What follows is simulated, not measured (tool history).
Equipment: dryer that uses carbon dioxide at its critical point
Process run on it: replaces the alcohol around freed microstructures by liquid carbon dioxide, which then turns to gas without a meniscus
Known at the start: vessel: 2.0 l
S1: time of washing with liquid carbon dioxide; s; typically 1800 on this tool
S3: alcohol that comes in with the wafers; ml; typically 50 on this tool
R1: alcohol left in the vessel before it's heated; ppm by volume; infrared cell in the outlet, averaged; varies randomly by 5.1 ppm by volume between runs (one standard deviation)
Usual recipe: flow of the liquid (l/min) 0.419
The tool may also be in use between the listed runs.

{"run": 1, "day": 0.0, "S1": 1800, "flow of the liquid (l/min)": 0.419, "S3": 50, "R1": 307}
{"run": 2, "day": 1.775, "S1": 1800, "flow of the liquid (l/min)": 0.419, "S3": 50, "R1": 326}
{"run": 3, "day": 3.567, "S1": 1800, "flow of the liquid (l/min)": 0.419, "S3": 33, "R1": 59}
{"run": 4, "day": 4.6, "S1": 1440, "flow of the liquid (l/min)": 0.419, "S3": 50, "R1": 271}
{"run": 5, "day": 6.362, "S1": 1440, "flow of the liquid (l/min)": 0.419, "S3": 50, "R1": 287}
{"run": 6, "day": 8.067, "S1": 1440, "flow of the liquid (l/min)": 0.419, "S3": 50, "R1": 296}
{"run": 7, "day": 9.104, "S1": 1800, "flow of the liquid (l/min)": 0.419, "S3": 88, "R1": 185}
{"run": 8, "day": 11.604, "S1": 1800, "flow of the liquid (l/min)": 0.419, "S3": 88, "R1": 199}
{"run": 9, "day": 12.783, "S1": 1800, "flow of the liquid (l/min)": 0.419, "S3": 88, "R1": 204}
{"run": 10, "day": 14.575, "S1": 1800, "flow of the liquid (l/min)": 0.419, "S3": 88, "R1": 214}
{"run": 11, "day": 17.117, "S1": 1800, "flow of the liquid (l/min)": 0.419, "S3": 50, "R1": 145}
{"run": 12, "day": 18.492, "S1": 1800, "flow of the liquid (l/min)": 0.419, "S3": 50, "R1": 147}
{"run": 13, "day": 20.371, "S1": 1800, "flow of the liquid (l/min)": 0.699, "S3": 50, "R1": 61}
{"run": 14, "day": 21.804, "S1": 1800, "flow of the liquid (l/min)": 0.699, "S3": 50, "R1": 66}
{"run": 15, "day": 23.308, "S1": 1800, "flow of the liquid (l/min)": 0.419, "S3": 74, "R1": 222}
{"run": 16, "day": 24.612, "S1": 2340, "flow of the liquid (l/min)": 0.419, "S3": 74, "R1": 99}
{"run": 17, "day": 26.783, "S1": 1260, "flow of the liquid (l/min)": 0.685, "S3": 74, "R1": 164}
{"run": 18, "day": 28.762, "S1": 1920, "flow of the liquid (l/min)": 0.685, "S3": 107, "R1": 101}
{"run": 19, "day": 31.125, "S1": 1920, "flow of the liquid (l/min)": 0.685, "S3": 114, "R1": 100}
{"run": 20, "day": 32.3, "S1": 1920, "flow of the liquid (l/min)": 0.685, "S3": 114, "R1": 108}
{"run": 21, "day": 34.096, "S1": 1440, "flow of the liquid (l/min)": 0.304, "S3": 41, "R1": 956}
{"run": 22, "day": 36.342, "S1": 1440, "flow of the liquid (l/min)": 0.304, "S3": 41, "R1": 775}
{"run": 23, "day": 37.821, "S1": 2220, "flow of the liquid (l/min)": 0.403, "S3": 31, "R1": 135}
{"run": 24, "day": 39.658, "S1": 2220, "flow of the liquid (l/min)": 0.403, "S3": 31, "R1": 131}
{"run": 25, "day": 41.742, "S1": 2220, "flow of the liquid (l/min)": 0.428, "S3": 36, "R1": 130}

Removed from this log: 2 entries logged between the listed runs. Between which two listed runs does each belong, and how does the tool's hidden state at the listed run before it compare with that at the listed run after it?
Runs 2 to 3: purifier's bed changed (day 2.983)
  flow that reaches the vessel past the clogged filter, %: 97.6 -> 97.3; alcohol in the recycled carbon dioxide, ppm: 235.6 -> 7.5
  measured minus no-state result, R1: +243 -> +11 ppm by volume
Runs 21 to 22: inlet filter changed (day 34.350)
  flow that reaches the vessel past the clogged filter, %: 91.1 -> 99.3; alcohol in the recycled carbon dioxide, ppm: 103.1 -> 110.2
  measured minus no-state result, R1: +320 -> +121 ppm by volume

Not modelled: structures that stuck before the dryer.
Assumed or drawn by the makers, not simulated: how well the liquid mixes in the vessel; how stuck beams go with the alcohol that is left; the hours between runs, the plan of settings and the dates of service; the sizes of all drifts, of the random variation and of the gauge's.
